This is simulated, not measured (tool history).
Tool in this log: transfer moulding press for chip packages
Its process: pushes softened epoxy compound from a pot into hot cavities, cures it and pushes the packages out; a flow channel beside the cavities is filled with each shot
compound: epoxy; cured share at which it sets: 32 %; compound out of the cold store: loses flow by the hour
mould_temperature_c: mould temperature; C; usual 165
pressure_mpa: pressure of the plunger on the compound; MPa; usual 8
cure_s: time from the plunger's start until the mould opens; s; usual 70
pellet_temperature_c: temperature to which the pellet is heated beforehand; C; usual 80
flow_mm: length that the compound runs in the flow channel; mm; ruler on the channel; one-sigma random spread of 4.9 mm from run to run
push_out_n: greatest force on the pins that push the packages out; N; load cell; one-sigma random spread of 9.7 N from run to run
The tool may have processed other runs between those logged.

run,hour,mould_temperature_c,pressure_mpa,cure_s,pellet_temperature_c,incoming compound's hours out of the cold store,flow_mm,push_out_n
1,0,165,8,70,80,42.9,504,433
2,14.3,165,8,70,80,22,553,641
# hour 27.5: cavities cleaned with cleaning compound and waxed
3,30.6,165,8,70,80,26.4,532,860
4,42,165,8,70,80,23,541,827
# hour 54.3: cavities cleaned with cleaning compound and waxed
5,56.8,165,8,70,80,15.3,561,519
# hour 82.3: cavities cleaned with cleaning compound and waxed
6,83.2,165,8,70,80,44.3,499,455
7,104.4,165,8,70,80,33.8,515,705
# hour 108.6: cavities cleaned with cleaning compound and waxed
8,116.4,165,8,70,80,11.3,557,573
# hour 134.9: cavities cleaned with cleaning compound and waxed
9,134.9,165,8,70,80,47.6,482,423
# hour 141.9: cavities cleaned with cleaning compound and waxed, once more
10,147.5,165,8,70,80,39.4,501,535
11,163.3,165,8,70,80,9.3,555,699
# hour 168.1: cavities cleaned with cleaning compound and waxed
12,190.2,165,8,70,80,40.1,484,676

Expected results for the next run?
# hour 194.7: cavities cleaned with cleaning compound and waxed
13,210.6,162,8,70,80,16.8,?,?

flow_mm: 537 mm
push_out_n: 779 N
Had the tool carried no hidden state, the very same run would have given flow_mm 586 mm, push_out_n 536 N.
